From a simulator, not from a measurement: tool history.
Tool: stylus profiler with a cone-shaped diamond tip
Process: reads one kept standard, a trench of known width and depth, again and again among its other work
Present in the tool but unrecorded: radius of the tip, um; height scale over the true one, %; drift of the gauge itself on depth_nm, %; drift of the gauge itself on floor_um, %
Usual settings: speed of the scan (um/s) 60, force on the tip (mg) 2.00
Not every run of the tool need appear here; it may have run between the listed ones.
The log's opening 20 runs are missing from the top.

| run | hour | speed of the scan (um/s) | force on the tip (mg) | scans with this tip | hours of work since the height scale was calibrated | depth of the trench (Å) | width of the trench's floor (um) |
|---|---|---|---|---|---|---|---|
| 21 | 440.6 | 29 | 0.93 | 1986 | 184 | 10048.3 | 25.76 |
| 22 | 466.6 | 17 | 2.00 | 2116 | 196 | 10082.3 | 25.90 |
| 23 | 486.3 | 17 | 2.00 | 2214 | 205 | 10084.8 | 25.92 |
| 24 | 517.4 | 17 | 2.00 | 2370 | 219 | 10084.4 | 25.83 |
| 25 | 546.3 | 17 | 1.86 | 2514 | 232 | 10080.4 | 25.90 |
| 26 | 574.8 | 50 | 4.70 | 2656 | 246 | 10142.8 | 25.89 |
| 27 | 589.6 | 188 | 1.00 | 2730 | 252 | 10054.5 | 24.60 |
| 28 | 612.5 | 188 | 1.00 | 2844 | 263 | 10056.7 | 24.61 |
| 29 | 634.6 | 38 | 1.17 | 2954 | 273 | 10057.1 | 25.75 |
| 30 | 656.1 | 55 | 2.02 | 3062 | 283 | 10084.2 | 25.68 |
| 31 | 674.0 | 175 | 1.78 | 3152 | 291 | 10078.7 | 25.01 |
| 32 | 702.3 | 175 | 1.78 | 3293 | 304 | 10078.4 | 25.05 |
| 33 | 719.8 | 66 | 4.04 | 3380 | 312 | 10137.6 | 25.72 |
| 34 | 735.1 | 66 | 4.04 | 3457 | 320 | 10134.5 | 25.74 |

4 options for the next run, each taken on its own from the tool as it stands now. Forecast them:
| A | 748.5 | 209 | 4.04 | 3523 | 326 | ? | ? |
| B | 748.5 | 60 | 1.42 | 3523 | 326 | ? | ? |
| C | 748.5 | 112 | 2.00 | 3523 | 326 | ? | ? |
| D | 748.5 | 16 | 1.47 | 3523 | 326 | ? | ? |

| run | depth of the trench (Å) | width of the trench's floor (um) |
|---|---|---|
| A | 10135.0 | 25.23 |
| B | 10063.4 | 25.60 |
| C | 10083.5 | 25.41 |
| D | 10069.2 | 25.88 |
Had the tool no hidden state, the same runs would have come out as:
| run | depth of the trench (Å) | width of the trench's floor (um) |
|---|---|---|
| A | 10135.2 | 25.25 |
| B | 10063.6 | 25.61 |
| C | 10083.7 | 25.43 |
| D | 10069.4 | 25.89 |

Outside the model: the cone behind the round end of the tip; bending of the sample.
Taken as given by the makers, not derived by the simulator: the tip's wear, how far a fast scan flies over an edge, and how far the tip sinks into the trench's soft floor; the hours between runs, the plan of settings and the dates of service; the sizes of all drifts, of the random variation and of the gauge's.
